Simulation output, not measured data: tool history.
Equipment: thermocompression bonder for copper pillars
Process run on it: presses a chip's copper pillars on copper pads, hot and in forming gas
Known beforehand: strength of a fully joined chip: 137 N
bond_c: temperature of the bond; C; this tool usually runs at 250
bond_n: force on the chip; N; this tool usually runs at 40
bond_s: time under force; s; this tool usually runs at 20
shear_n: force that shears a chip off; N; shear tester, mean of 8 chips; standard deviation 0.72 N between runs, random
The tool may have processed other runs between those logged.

run    hour  bond_c  bond_n  bond_s  shear_n
  1     0.0     250      40      20     50.9
  2    39.8     250      37      20     46.0
  3    73.9     250      37      20     47.2
  4   118.0     250      40      20     51.1
  5   160.4     250      40      20     49.5
  6   203.3     250      40      20     48.7
  7   228.0     250      40      20     48.9
  8   260.0     250      40      20     48.2
  9   301.8     250      40      20     47.6
 10   327.2     253      40      20     50.6
 11   366.3     250      40      20     47.2
 12   420.7     250      31      20     36.3
 13   468.0     250      31      20     36.5
 14   516.5     250      31      20     35.2
 15   558.8     250      31      20     35.6
 16   604.2     241      40      20     43.2
 17   652.0     241      40      20     44.8
 18   690.8     250      40      57     74.4
 19   717.3     250      56      20     67.5
 20   758.8     242      56      20     59.6
 21   801.4     242      56      20     60.8
 22   835.4     242      56      20     58.9
 23   881.6     242      56      20     58.4
 24   925.8     237      51      11     38.5
 25   953.0     237      51      48     67.1
 26   989.1     237      51      48     65.6
 27  1022.6     237      51      48     66.8
 28  1065.2     250      48      20     54.9
 29  1114.9     246      44      13     38.7
 30  1144.8     278      40      11     52.2
 31  1197.7     273      40      11     56.9
 32  1245.5     261      40      33     70.6
 33  1283.2     269      48      12     61.9
 34  1331.8     228      59      18     50.1
 35  1378.7     228      59      18     47.6
 36  1420.8     228      59      18     46.0
 37  1479.1     228      39      18     31.5
 38  1522.4     228      39      18     30.7
 39  1559.2     228      39      18     31.6

Not shown: 2 entries that the log had between the listed runs. Between which runs, and how does the tool's hidden state differ before and after?
Run 15 -> run 16: forming gas filter changed (hour 595.4)
  true temperature of the bond over the reading, C: -2.6 -> -2.7; force that reaches the chip, % of what is set: 102.8 -> 103; oxide that the forming gas leaves, % of the face: 11.73 -> 0.75
  difference, measured minus the result without the unlogged condition, shear_n: -5.0 -> -0.7 N
Run 30 -> run 31: forming gas filter changed (hour 1192.3)
  true temperature of the bond over the reading, C: -4.5 -> -4.7; force that reaches the chip, % of what is set: 105.3 -> 105.5; oxide that the forming gas leaves, % of the face: 11.51 -> 0.68
  difference, measured minus the result without the unlogged condition, shear_n: -7.0 -> -0.7 N
